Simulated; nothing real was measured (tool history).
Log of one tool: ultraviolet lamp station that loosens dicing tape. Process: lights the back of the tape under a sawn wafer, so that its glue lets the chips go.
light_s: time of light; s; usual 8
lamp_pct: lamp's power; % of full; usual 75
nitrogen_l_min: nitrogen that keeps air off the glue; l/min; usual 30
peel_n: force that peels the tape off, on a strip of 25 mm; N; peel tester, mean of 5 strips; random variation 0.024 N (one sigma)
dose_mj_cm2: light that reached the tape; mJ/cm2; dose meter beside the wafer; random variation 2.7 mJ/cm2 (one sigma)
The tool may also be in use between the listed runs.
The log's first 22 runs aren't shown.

| run | hour | light_s | lamp_pct | nitrogen_l_min | peel_n | dose_mj_cm2 |
|---|---|---|---|---|---|---|
| 23 | 168 | 8 | 75 | 60 | 0.924 | 332 |
| 24 | 177.1 | 6 | 93 | 28 | 1.652 | 310 |
| 25 | 188 | 12 | 93 | 10 | 0.799 | 619 |
| 26 | 195.8 | 14 | 79 | 15 | 0.572 | 608 |
| 27 | 206.7 | 5 | 97 | 34 | 1.944 | 267 |
| 28 | 217.9 | 15 | 75 | 10 | 0.797 | 621 |
| 29 | 228.1 | 11 | 75 | 17 | 1.102 | 453 |
| 30 | 238.3 | 11 | 75 | 17 | 1.056 | 447 |
| 31 | 249.5 | 6 | 61 | 36 | 2.874 | 199 |
| 32 | 260.1 | 8 | 74 | 17 | 2.034 | 322 |
| 33 | 267.3 | 8 | 74 | 17 | 2.094 | 315 |
| 34 | 273.5 | 8 | 74 | 17 | 2.11 | 318 |
| 35 | 280.9 | 8 | 74 | 17 | 2.076 | 314 |

Forecast each of these 4 alternatives for the next run:
| A | 291.3 | 14 | 75 | 30 | ? | ? |
| B | 291.3 | 7 | 73 | 35 | ? | ? |
| C | 291.3 | 8 | 74 | 59 | ? | ? |
| D | 291.3 | 7 | 75 | 47 | ? | ? |

| run | peel_n | dose_mj_cm2 |
|---|---|---|
| A | 0.38 | 570 |
| B | 1.798 | 269 |
| C | 1.053 | 311 |
| D | 1.542 | 279 |
Without the tool's hidden state the same runs would have given:
| run | peel_n | dose_mj_cm2 |
|---|---|---|
| A | 0.285 | 634 |
| B | 1.485 | 300 |
| C | 0.826 | 347 |
| D | 1.249 | 310 |

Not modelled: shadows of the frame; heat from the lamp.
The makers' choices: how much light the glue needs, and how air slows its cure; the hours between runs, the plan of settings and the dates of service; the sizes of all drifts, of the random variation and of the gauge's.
